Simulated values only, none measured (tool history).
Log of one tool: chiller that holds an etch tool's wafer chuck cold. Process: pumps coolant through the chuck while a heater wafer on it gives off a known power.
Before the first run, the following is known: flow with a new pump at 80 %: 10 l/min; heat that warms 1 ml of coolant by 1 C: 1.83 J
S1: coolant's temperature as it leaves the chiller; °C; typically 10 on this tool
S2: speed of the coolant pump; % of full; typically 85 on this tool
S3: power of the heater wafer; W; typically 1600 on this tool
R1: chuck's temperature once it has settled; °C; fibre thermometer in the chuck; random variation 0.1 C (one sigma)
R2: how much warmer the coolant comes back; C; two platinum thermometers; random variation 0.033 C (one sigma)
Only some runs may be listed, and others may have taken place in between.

run 1 hour=0.0 | S1=10 S2=85 S3=1600 | R1=21.2 R2=4.90
run 2 hour=19.3 | S1=10 S2=85 S3=1600 | R1=21.3 R2=4.86
run 3 hour=52.6 | S1=10 S2=85 S3=1600 | R1=21.2 R2=4.82
run 4 hour=77.9 | S1=10 S2=85 S3=1600 | R1=21.3 R2=4.88
run 5 hour=106.0 | S1=10 S2=85 S3=1600 | R1=21.1 R2=4.88
run 6 hour=120.0 | S1=10 S2=85 S3=1600 | R1=21.1 R2=4.88
run 7 hour=143.4 | S1=10 S2=85 S3=1600 | R1=21.0 R2=4.92
run 8 hour=162.4 | S1=10 S2=85 S3=1600 | R1=21.4 R2=4.89
run 9 hour=186.3 | S1=10 S2=85 S3=1600 | R1=21.3 R2=4.91
run 10 hour=206.9 | S1=10 S2=85 S3=1600 | R1=21.3 R2=4.95
run 11 hour=231.2 | S1=10 S2=82 S3=1600 | R1=21.7 R2=5.08
run 12 hour=252.0 | S1=10 S2=65 S3=1099 | R1=19.5 R2=4.49
run 13 hour=266.4 | S1=14 S2=92 S3=1483 | R1=23.7 R2=4.21
run 14 hour=296.5 | S1=10 S2=60 S3=1475 | R1=23.9 R2=6.52
run 15 hour=316.2 | S1=9 S2=82 S3=2092 | R1=24.3 R2=6.60
run 16 hour=342.9 | S1=18 S2=71 S3=1037 | R1=26.4 R2=3.87
run 17 hour=359.1 | S1=18 S2=71 S3=1037 | R1=26.3 R2=3.86
run 18 hour=377.3 | S1=18 S2=71 S3=1037 | R1=26.2 R2=3.92
run 19 hour=409.7 | S1=19 S2=74 S3=1300 | R1=29.2 R2=4.63
run 20 hour=433.7 | S1=19 S2=74 S3=1300 | R1=29.0 R2=4.64

Alternative continuations, all from the tool just after run 20; predict every row:
run A hour=453.6 | S1=10 S2=61 S3=1600 | R1=? R2=?
run B hour=453.6 | S1=14 S2=85 S3=942 | R1=? R2=?
run C hour=453.6 | S1=10 S2=86 S3=1600 | R1=? R2=?
run D hour=453.6 | S1=19 S2=74 S3=1975 | R1=? R2=?

run=A R1=24.8 R2=6.97
run=B R1=20.3 R2=2.90
run=C R1=21.1 R2=4.85
run=D R1=34.6 R2=7.03
What these runs would have given with no unlogged condition in the tool:
run=A R1=23.6 R2=6.97
run=B R1=20.0 R2=2.90
run=C R1=20.3 R2=4.85
run=D R1=33.3 R2=7.03
